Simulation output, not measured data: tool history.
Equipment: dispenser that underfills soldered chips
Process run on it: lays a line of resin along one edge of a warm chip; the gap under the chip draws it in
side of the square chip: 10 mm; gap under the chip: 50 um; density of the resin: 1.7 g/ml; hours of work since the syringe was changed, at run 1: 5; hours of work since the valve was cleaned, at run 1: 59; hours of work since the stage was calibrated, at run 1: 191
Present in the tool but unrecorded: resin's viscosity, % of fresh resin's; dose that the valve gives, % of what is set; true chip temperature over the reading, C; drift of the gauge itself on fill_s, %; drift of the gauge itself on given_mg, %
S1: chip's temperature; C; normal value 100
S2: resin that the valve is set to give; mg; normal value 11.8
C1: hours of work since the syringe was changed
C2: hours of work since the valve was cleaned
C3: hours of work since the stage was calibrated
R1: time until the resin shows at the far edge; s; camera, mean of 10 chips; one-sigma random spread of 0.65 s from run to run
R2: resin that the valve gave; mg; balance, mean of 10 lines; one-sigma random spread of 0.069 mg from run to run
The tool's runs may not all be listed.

| run | day | S1 | S2 | C1 | C2 | C3 | R1 | R2 |
|---|---|---|---|---|---|---|---|---|
| 1 | 0 | 100 | 11.8 | 5 | 59 | 191 | 72.6 | 11.33 |
|  | 0.392 | new syringe of resin |
| 2 | 0.5 | 100 | 11.8 | 2 | 67 | 200 | 65.3 | 11.39 |
| 3 | 0.871 | 100 | 11.8 | 8 | 74 | 206 | 88.9 | 11.18 |
|  | 1.058 | new syringe of resin |
| 4 | 1.175 | 105 | 11.8 | 2 | 79 | 211 | 54.6 | 11.2 |
| 5 | 1.538 | 100 | 11.8 | 8 | 85 | 218 | 89.5 | 11.16 |
|  | 1.742 | new syringe of resin |
|  | 1.904 | dispensing valve cleaned and set on the balance |
| 6 | 1.929 | 110 | 11.8 | 3 | 0 | 224 | 45.2 | 11.73 |
| 7 | 2.346 | 100 | 11.8 | 10 | 8 | 231 | 93.1 | 11.67 |
|  | 2.45 | new syringe of resin |
| 8 | 2.721 | 100 | 11.8 | 5 | 14 | 237 | 75.8 | 11.72 |
|  | 3.112 | new syringe of resin |
| 9 | 3.188 | 100 | 11.8 | 1 | 22 | 245 | 63.1 | 11.64 |
| 10 | 3.392 | 100 | 11.8 | 5 | 26 | 249 | 74.4 | 11.54 |
| 11 | 3.708 | 86 | 11.8 | 10 | 31 | 254 | 172.1 | 11.49 |
|  | 3.771 | new syringe of resin |
| 12 | 3.938 | 100 | 10.5 | 3 | 35 | 258 | 73 | 10.23 |
| 13 | 4.346 | 100 | 11.8 | 10 | 42 | 265 | 97.6 | 11.38 |
|  | 4.429 | new syringe of resin |
| 14 | 4.838 | 94 | 11.8 | 7 | 51 | 274 | 110.4 | 11.48 |
|  | 5.104 | new syringe of resin |
| 15 | 5.283 | 87 | 11.8 | 3 | 58 | 281 | 122.4 | 11.36 |
| 16 | 5.662 | 87 | 10.6 | 10 | 65 | 288 | 171.1 | 10.17 |
|  | 5.783 | new syringe of resin |
| 17 | 5.983 | 87 | 10.6 | 4 | 70 | 294 | 125.7 | 10.1 |
| 18 | 6.275 | 100 | 14 | 9 | 76 | 299 | 87.1 | 13.39 |
|  | 6.454 | new syringe of resin |
| 19 | 6.746 | 100 | 14 | 5 | 84 | 307 | 74.3 | 13.18 |
|  | 7.121 | new syringe of resin |
|  | 7.2 | dispensing valve cleaned and set on the balance |
| 20 | 7.221 | 100 | 14 | 1 | 0 | 314 | 60.8 | 14.02 |
| 21 | 7.454 | 100 | 14 | 5 | 5 | 318 | 72.8 | 13.89 |
|  | 7.829 | new syringe of resin |
| 22 | 7.929 | 91 | 12.7 | 2 | 13 | 326 | 93.7 | 12.49 |
| 23 | 8.371 | 91 | 12.7 | 10 | 20 | 334 | 135.5 | 12.47 |
|  | 8.496 | new syringe of resin |
| 24 | 8.625 | 96 | 10.3 | 2 | 25 | 338 | 81.9 | 10.08 |
| 25 | 9.029 | 88 | 11.3 | 9 | 32 | 346 | 155.8 | 10.98 |
|  | 9.162 | new syringe of resin |
| 26 | 9.25 | 100 | 14.5 | 2 | 35 | 349 | 61.7 | 14.21 |
| 27 | 9.654 | 110 | 11.8 | 9 | 43 | 356 | 61.6 | 11.38 |
|  | 9.825 | new syringe of resin |
| 28 | 9.879 | 111 | 15.1 | 1 | 46 | 360 | 39.9 | 14.73 |
| 29 | 10.175 | 111 | 15.1 | 6 | 51 | 365 | 50.4 | 14.47 |
| 30 | 10.425 | 95 | 15.1 | 11 | 56 | 370 | 116.5 | 14.47 |
|  | 10.512 | new syringe of resin |
| 31 | 10.825 | 95 | 15.1 | 6 | 63 | 376 | 93.5 | 14.4 |
|  | 11.196 | new syringe of resin |
| 32 | 11.288 | 95 | 14.1 | 2 | 71 | 384 | 77.3 | 13.59 |
| 33 | 11.754 | 86 | 13.3 | 10 | 79 | 393 | 172.1 | 12.64 |
|  | 11.879 | new syringe of resin |
| 34 | 12.054 | 96 | 13 | 3 | 84 | 398 | 80.7 | 12.17 |
|  | 12.462 | dispensing valve cleaned and set on the balance |
| 35 | 12.462 | 96 | 13 | 9 | 0 | 404 | 109.2 | 12.98 |

Predict each of these 3 candidate next runs independently; none follows another, all start after run 35:
|  | 12.575 | new syringe of resin |
| A | 12.95 | 87 | 12 | 7 | 8 | 412 | ? | ? |
|  | 12.575 | new syringe of resin |
| B | 12.95 | 100 | 10.8 | 7 | 8 | 412 | ? | ? |
|  | 12.575 | new syringe of resin |
| C | 12.95 | 106 | 14.4 | 7 | 8 | 412 | ? | ? |

| run | R1 | R2 |
|---|---|---|
| A | 143.7 | 11.99 |
| B | 83.5 | 10.73 |
| C | 62.5 | 14.26 |
What these runs would have given with no unlogged condition in the tool:
| run | R1 | R2 |
|---|---|---|
| A | 100.8 | 12.04 |
| B | 58.8 | 10.78 |
| C | 44 | 14.32 |
